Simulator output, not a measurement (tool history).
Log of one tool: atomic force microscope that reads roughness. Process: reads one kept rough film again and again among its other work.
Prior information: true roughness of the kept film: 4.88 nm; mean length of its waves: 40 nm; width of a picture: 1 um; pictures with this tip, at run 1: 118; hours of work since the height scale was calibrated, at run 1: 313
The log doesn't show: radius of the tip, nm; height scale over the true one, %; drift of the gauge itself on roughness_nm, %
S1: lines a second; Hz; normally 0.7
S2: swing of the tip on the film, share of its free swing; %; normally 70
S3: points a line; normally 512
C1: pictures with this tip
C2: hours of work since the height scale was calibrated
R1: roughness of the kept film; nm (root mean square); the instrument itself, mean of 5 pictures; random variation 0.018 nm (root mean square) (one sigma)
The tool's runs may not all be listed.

run 1 day=0 | S1=0.7 S2=70 S3=512 | C1=118 C2=313 | R1=3.579
-- day=0.167 new tip fitted
run 2 day=1.008 | S1=0.7 S2=70 S3=512 | C1=35 C2=326 | R1=4.061
run 3 day=1.962 | S1=0.7 S2=70 S3=512 | C1=74 C2=339 | R1=3.793
run 4 day=2.546 | S1=0.7 S2=70 S3=976 | C1=98 C2=347 | R1=3.635
-- day=3.158 new tip fitted
run 5 day=3.833 | S1=0.7 S2=70 S3=976 | C1=28 C2=365 | R1=4.077
run 6 day=4.833 | S1=1.262 S2=70 S3=512 | C1=70 C2=378 | R1=3.716
run 7 day=5.717 | S1=0.7 S2=70 S3=459 | C1=106 C2=390 | R1=3.621
-- day=6.129 new tip fitted
run 8 day=6.538 | S1=0.7 S2=70 S3=512 | C1=17 C2=401 | R1=4.185
run 9 day=7.571 | S1=0.7 S2=70 S3=512 | C1=60 C2=415 | R1=3.901
run 10 day=8.754 | S1=0.7 S2=70 S3=512 | C1=109 C2=431 | R1=3.617
-- day=8.912 height scale calibrated on a step standard
-- day=9.133 new tip fitted
run 11 day=9.833 | S1=0.7 S2=70 S3=512 | C1=29 C2=12 | R1=4.085
run 12 day=10.767 | S1=0.7 S2=70 S3=512 | C1=67 C2=25 | R1=3.855

Run 13 has not been measured yet. What should we expect?
run 13 day=11.429 | S1=0.7 S2=70 S3=512 | C1=95 C2=34 | R1=?

{"run 13": {"R1": 3.653}}
Without the tool's hidden state the same run would have given R1 4.301 nm (root mean square).
